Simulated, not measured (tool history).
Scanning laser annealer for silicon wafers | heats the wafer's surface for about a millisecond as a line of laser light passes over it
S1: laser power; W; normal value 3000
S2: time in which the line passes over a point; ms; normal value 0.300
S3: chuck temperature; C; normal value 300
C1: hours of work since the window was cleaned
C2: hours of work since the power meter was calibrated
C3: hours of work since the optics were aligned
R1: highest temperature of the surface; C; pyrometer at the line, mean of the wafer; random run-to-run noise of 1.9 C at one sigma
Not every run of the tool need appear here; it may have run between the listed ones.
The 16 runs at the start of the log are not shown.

| run | hour | S1 | S2 | S3 | C1 | C2 | C3 | R1 |
|---|---|---|---|---|---|---|---|---|
| 17 | 561.1 | 3000 | 0.300 | 300 | 281 | 951 | 815 | 1045 |
| 18 | 600.3 | 3000 | 0.300 | 300 | 302 | 972 | 836 | 1045 |
| 19 | 650.6 | 3000 | 0.300 | 300 | 329 | 998 | 863 | 1045 |
| 20 | 681.3 | 3000 | 0.300 | 300 | 345 | 1014 | 879 | 1040 |
| 21 | 713.5 | 3000 | 0.301 | 300 | 362 | 1031 | 896 | 1040 |
| 22 | 758.0 | 2834 | 0.369 | 300 | 385 | 1055 | 919 | 1054 |
| 23 | 795.7 | 2834 | 0.369 | 300 | 405 | 1075 | 939 | 1052 |
| 24 | 831.4 | 3251 | 0.341 | 290 | 424 | 1094 | 958 | 1156 |
| 25 | 874.4 | 3251 | 0.341 | 290 | 447 | 1116 | 981 | 1155 |
| 26 | 896.7 | 2574 | 0.210 | 305 | 459 | 1128 | 992 | 812 |
| 27 | 920.6 | 3005 | 0.300 | 300 | 471 | 1141 | 1005 | 1032 |
| 28 | 968.7 | 3000 | 0.219 | 289 | 497 | 1166 | 1030 | 921 |
| 29 | 1018.0 | 3000 | 0.219 | 289 | 523 | 1192 | 1056 | 916 |
| 30 | 1048.1 | 2719 | 0.314 | 300 | 538 | 1208 | 1072 | 952 |
| 31 | 1094.7 | 2719 | 0.314 | 300 | 563 | 1233 | 1097 | 947 |
| 32 | 1138.6 | 3010 | 0.273 | 306 | 586 | 1256 | 1120 | 998 |
| 33 | 1182.0 | 2590 | 0.314 | 306 | 609 | 1279 | 1143 | 909 |
| 34 | 1210.1 | 3250 | 0.363 | 318 | 624 | 1293 | 1158 | 1188 |
| 35 | 1232.8 | 2909 | 0.351 | 332 | 636 | 1305 | 1170 | 1072 |
|  | 1239.0 | window over the wafer cleaned |
| 36 | 1256.8 | 2909 | 0.314 | 312 | 9 | 1317 | 1181 | 1056 |
| 37 | 1280.3 | 2909 | 0.314 | 312 | 22 | 1329 | 1194 | 1058 |
| 38 | 1304.2 | 3000 | 0.300 | 318 | 34 | 1342 | 1206 | 1076 |

What will run 39 give?
| 39 | 1352.8 | 3000 | 0.300 | 318 | 60 | 1368 | 1232 | ? |

Logged for run 39: R1 1071 C.
With no hidden state in the tool, this same run would have given R1 1100 C.

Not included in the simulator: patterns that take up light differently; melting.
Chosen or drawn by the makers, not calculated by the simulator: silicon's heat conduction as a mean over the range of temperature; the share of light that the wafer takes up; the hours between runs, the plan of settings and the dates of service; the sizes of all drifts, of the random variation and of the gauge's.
